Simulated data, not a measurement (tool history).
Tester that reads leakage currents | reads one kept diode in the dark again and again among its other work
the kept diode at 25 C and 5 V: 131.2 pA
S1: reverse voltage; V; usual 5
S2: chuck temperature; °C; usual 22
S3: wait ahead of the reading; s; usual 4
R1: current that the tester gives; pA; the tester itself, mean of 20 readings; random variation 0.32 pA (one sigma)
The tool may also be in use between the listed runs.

run   hour    S1  S2    S3       R1
  1      0     5  22     4   104.42
  2   25.9     5  22     4   104.28
  3     47     5  22     4   104.79
  4     61     5  22     4   104.76
  5   77.8     5  22     4   103.87
  6    104     5  22     4      104
  7  130.3     5  22     4   103.81
  8  157.3     5  39     4   340.04
  9  174.3     5  22     4   104.08
 10  190.5     5  40     4   362.82
 11  213.3     5  40     4   363.01
 12  233.5     5  40     4   361.58
 13  257.8     5  40     4   362.24
 14  279.4     5  22     4   103.83
 15  295.1     5  22     4   103.79
 16  307.1     5  22     4   103.39
 17  331.5     5  22     4   103.33
 18    348     5  22     4   103.44
 19  375.1     5  22     4   102.96
 20  399.2     5  22     4   102.79
 21  414.1  1.02  20  2.75     43.4
 22  433.5  1.02  20  2.75     43.7
 23  445.7  1.02  20  2.75    43.53
 24  458.2     5  22  4.56   102.53
 25  481.7  6.73  58  8.75  1258.82
 26  509.1  2.43  52  1.41    555.1
 27  536.8  2.43  52  1.41   552.76
 28  554.2     5  50  6.71   676.83
 29  582.1     5  29  0.34   174.41
 30  610.8     5  43  0.34   438.71
 31  633.5     5  27  4.63   148.01
 32  657.2     5  27  4.63   147.12
 33  669.3  1.95  21  2.69    62.39
 34    693  1.95  21  2.69    62.46
 35  718.7  1.95  21  2.69    62.09
 36  739.3     5  37  0.46   296.71
 37    767  4.36  32  1.88   195.84
 38  791.9  4.36  44  6.66   434.31
 39  811.4   2.7  21  7.98    71.79

The same runs without the tool's hidden state, with the same run-to-run variation:
The hidden state here: stray current of the dirty probe card, pA a volt; current scale over the true one, %; true chuck temperature over the reading, C; drift of the gauge itself on leakage_pa, %.
run       R1
  1   105.92
  2   105.82
  3    106.4
  4   106.41
  5   105.55
  6   105.74
  7   105.61
  8   347.18
  9   106.01
 10   370.72
 11   371.14
 12   369.88
 13   370.79
 14   106.02
 15   106.01
 16   105.63
 17   105.63
 18   105.78
 19   105.37
 20   105.26
 21    44.77
 22     45.1
 23    44.93
 24   105.13
 25  1293.01
 26   571.49
 27   569.45
 28   697.39
 29   179.65
 30   452.86
 31   152.75
 32   151.92
 33    64.63
 34    64.74
 35    64.39
 36   307.27
 37   203.09
 38   450.63
 39    74.51
